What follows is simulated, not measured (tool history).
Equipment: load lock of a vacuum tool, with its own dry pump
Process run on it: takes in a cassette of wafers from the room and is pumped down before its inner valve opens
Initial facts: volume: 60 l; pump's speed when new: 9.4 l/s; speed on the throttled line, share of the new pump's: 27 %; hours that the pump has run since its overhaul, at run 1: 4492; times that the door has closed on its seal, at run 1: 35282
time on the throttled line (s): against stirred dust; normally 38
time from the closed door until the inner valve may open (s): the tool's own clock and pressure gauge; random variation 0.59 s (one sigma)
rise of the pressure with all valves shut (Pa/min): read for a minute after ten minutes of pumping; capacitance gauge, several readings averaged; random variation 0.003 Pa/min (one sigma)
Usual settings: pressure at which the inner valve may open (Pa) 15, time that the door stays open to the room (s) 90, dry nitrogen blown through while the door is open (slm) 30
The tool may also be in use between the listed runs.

run	day	time on the throttled line (s)	pressure at which the inner valve may open (Pa)	time that the door stays open to the room (s)	dry nitrogen blown through while the door is open (slm)	hours that the pump has run since its overhaul	times that the door has closed on its seal	incoming humidity of the room's air, %	time from the closed door until the inner valve may open (s)	rise of the pressure with all valves shut (Pa/min)
1	0.000	38	15	90	30	4492	35282	42.7	88.0	0.564
# day 12.679: door's seal changed, seat wiped
2	24.800	38	15	90	9	5085	821	45.3	88.8	0.067
3	40.167	38	15	90	9	5454	1861	43.6	88.9	0.069
4	59.958	38	15	90	9	5929	3201	45.6	89.9	0.072
5	82.083	38	15	56	9	6460	4699	49.2	90.9	0.068
6	98.158	38	16	90	30	6846	5788	44.7	89.3	0.065
7	125.517	38	16	90	30	7503	7640	44.9	90.5	0.081
8	150.800	48	15	90	30	8109	9352	43.4	99.3	0.089
9	164.146	38	15	90	30	8430	10255	45.5	92.2	0.101
10	181.358	38	24	70	30	8843	11421	45.7	90.7	0.112
11	200.021	72	15	26	12	9291	12684	45.1	116.9	0.120
12	214.471	38	15	51	5	9638	13663	48.3	95.2	0.147

Expected results for the next run?
13	241.004	39	23	51	9	10274	15459	43.3	?	?

For run 13 the tool returned time from the closed door until the inner valve may open (s) 92.7, rise of the pressure with all valves shut (Pa/min) 0.159.
Had the tool carried no hidden state, the very same run would have given time from the closed door until the inner valve may open (s) 82.5, rise of the pressure with all valves shut (Pa/min) 0.038.
